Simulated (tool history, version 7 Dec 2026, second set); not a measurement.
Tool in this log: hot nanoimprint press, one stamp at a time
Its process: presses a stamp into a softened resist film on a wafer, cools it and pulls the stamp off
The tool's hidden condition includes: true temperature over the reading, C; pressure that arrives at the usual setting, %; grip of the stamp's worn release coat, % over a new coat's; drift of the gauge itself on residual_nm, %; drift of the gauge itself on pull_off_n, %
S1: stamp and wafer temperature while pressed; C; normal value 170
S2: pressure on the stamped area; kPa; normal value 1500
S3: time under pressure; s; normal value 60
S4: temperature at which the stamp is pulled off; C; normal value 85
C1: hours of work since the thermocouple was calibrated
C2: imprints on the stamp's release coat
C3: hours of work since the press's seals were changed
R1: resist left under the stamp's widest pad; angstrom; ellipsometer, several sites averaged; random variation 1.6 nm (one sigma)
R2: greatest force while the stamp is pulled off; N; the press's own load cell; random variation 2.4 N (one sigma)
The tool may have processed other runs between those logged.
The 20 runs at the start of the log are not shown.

{"run": 21, "hour": 626.2, "S1": 170, "S2": 1500, "S3": 103, "S4": 85, "C1": 152, "C2": 1089, "C3": 350, "R1": 2236, "R2": 109}
{"run": 22, "hour": 652.7, "S1": 160, "S2": 1500, "S3": 103, "S4": 85, "C1": 169, "C2": 1167, "C3": 367, "R1": 3602, "R2": 108}
{"run": 23, "hour": 688.6, "S1": 160, "S2": 1500, "S3": 103, "S4": 85, "C1": 193, "C2": 1273, "C3": 391, "R1": 3570, "R2": 105}
{"run": 24, "hour": 712.6, "S1": 164, "S2": 1500, "S3": 62, "S4": 70, "C1": 208, "C2": 1344, "C3": 407, "R1": 3525, "R2": 159}
{"run": 25, "hour": 754.3, "S1": 177, "S2": 2110, "S3": 39, "S4": 85, "C1": 236, "C2": 1467, "C3": 434, "R1": 2003, "R2": 105}
{"run": 26, "hour": 783.3, "S1": 158, "S2": 1500, "S3": 91, "S4": 85, "C1": 255, "C2": 1552, "C3": 453, "R1": 3974, "R2": 110}
{"run": 27, "hour": 827.4, "S1": 158, "S2": 1500, "S3": 91, "S4": 85, "C1": 283, "C2": 1682, "C3": 482, "R1": 3987, "R2": 107}
{"hour": 835.3, "done": "stamp cleaned and given a new release coat"}
{"run": 28, "hour": 875.2, "S1": 170, "S2": 1860, "S3": 93, "S4": 75, "C1": 311, "C2": 118, "C3": 509, "R1": 2129, "R2": 139}
{"run": 29, "hour": 897.2, "S1": 170, "S2": 1860, "S3": 93, "S4": 75, "C1": 325, "C2": 183, "C3": 523, "R1": 2118, "R2": 138}
{"run": 30, "hour": 919.0, "S1": 182, "S2": 1500, "S3": 33, "S4": 85, "C1": 339, "C2": 247, "C3": 538, "R1": 1952, "R2": 106}

Below are 4 alternative next runs, each starting from the tool's condition after run 30. Predict each:
{"run": "A", "hour": 960.4, "S1": 170, "S2": 2010, "S3": 60, "S4": 74, "C1": 366, "C2": 369, "C3": 565, "R1": "?", "R2": "?"}
{"run": "B", "hour": 960.4, "S1": 172, "S2": 1100, "S3": 60, "S4": 92, "C1": 366, "C2": 369, "C3": 565, "R1": "?", "R2": "?"}
{"run": "C", "hour": 960.4, "S1": 171, "S2": 1500, "S3": 33, "S4": 85, "C1": 366, "C2": 369, "C3": 565, "R1": "?", "R2": "?"}
{"run": "D", "hour": 960.4, "S1": 170, "S2": 2370, "S3": 60, "S4": 85, "C1": 366, "C2": 369, "C3": 565, "R1": "?", "R2": "?"}

run=A R1=2454 R2=141
run=B R1=2782 R2=80
run=C R1=3161 R2=107
run=D R1=2301 R2=102
What these runs would have given with no unlogged condition in the tool:
run=A R1=2458 R2=140
run=B R1=2786 R2=80
run=C R1=3164 R2=107
run=D R1=2305 R2=102
